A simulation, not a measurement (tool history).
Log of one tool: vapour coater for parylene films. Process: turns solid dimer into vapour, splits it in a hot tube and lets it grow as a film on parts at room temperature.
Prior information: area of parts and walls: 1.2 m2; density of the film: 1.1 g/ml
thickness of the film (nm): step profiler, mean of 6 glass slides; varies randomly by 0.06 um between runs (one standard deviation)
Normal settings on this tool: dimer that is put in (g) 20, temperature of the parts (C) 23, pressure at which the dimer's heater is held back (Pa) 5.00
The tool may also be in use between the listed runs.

run	day	dimer that is put in (g)	temperature of the parts (C)	pressure at which the dimer's heater is held back (Pa)	thickness of the film (nm)
1	0.000	20	23	5.00	7030
2	1.121	20	23	5.00	6930
3	2.158	20	23	5.00	7150
4	3.492	20	23	5.00	6910
5	5.333	20	23	5.00	6890
6	6.492	20	23	5.00	6860
7	8.429	20	23	5.00	6830
8	9.696	13	23	5.00	4460
9	10.917	13	23	5.00	4470
10	12.008	20	23	5.00	6710
11	13.917	20	23	5.00	6640
12	15.938	20	23	5.00	6600
13	17.100	20	23	5.00	6560
14	19.100	20	23	5.00	6490
15	20.008	20	23	5.00	6440
16	21.367	20	23	5.00	6420
17	22.992	20	23	5.00	6340
18	24.629	20	23	5.00	6330
19	26.042	20	23	5.00	6230
# day 26.833: trap's valve overhauled
20	28.229	20	23	5.00	7010
21	30.183	20	23	5.00	7040
22	31.392	20	23	5.00	7150
23	32.579	20	23	5.00	6970
24	34.275	20	23	5.00	6970
25	35.838	15	25	3.19	5290
26	36.954	31	23	4.11	10940
27	38.508	31	23	3.24	11310
28	40.729	19	19	5.57	7050
29	41.829	32	22	9.36	9950
30	42.962	23	29	9.77	5930
31	44.458	20	23	11.23	5830
32	45.538	20	19	9.86	6590
33	47.246	20	19	9.86	6420
34	48.475	20	19	9.86	6480
35	50.125	20	19	9.86	6530
36	51.875	13	19	3.44	4920
# day 53.962: trap's valve overhauled
37	53.962	13	19	3.44	5540
38	55.817	20	24	4.02	7220
39	57.138	20	24	4.02	7120
40	58.554	20	24	4.02	7040
41	59.700	25	20	2.60	10590

Run 42 is up next; what results do you expect?
42	61.408	25	23	5.72	?

{"run 42": {"thickness of the film (nm)": 8550}}
With no hidden state in the tool, this same run would have given thickness of the film (nm) 8720.
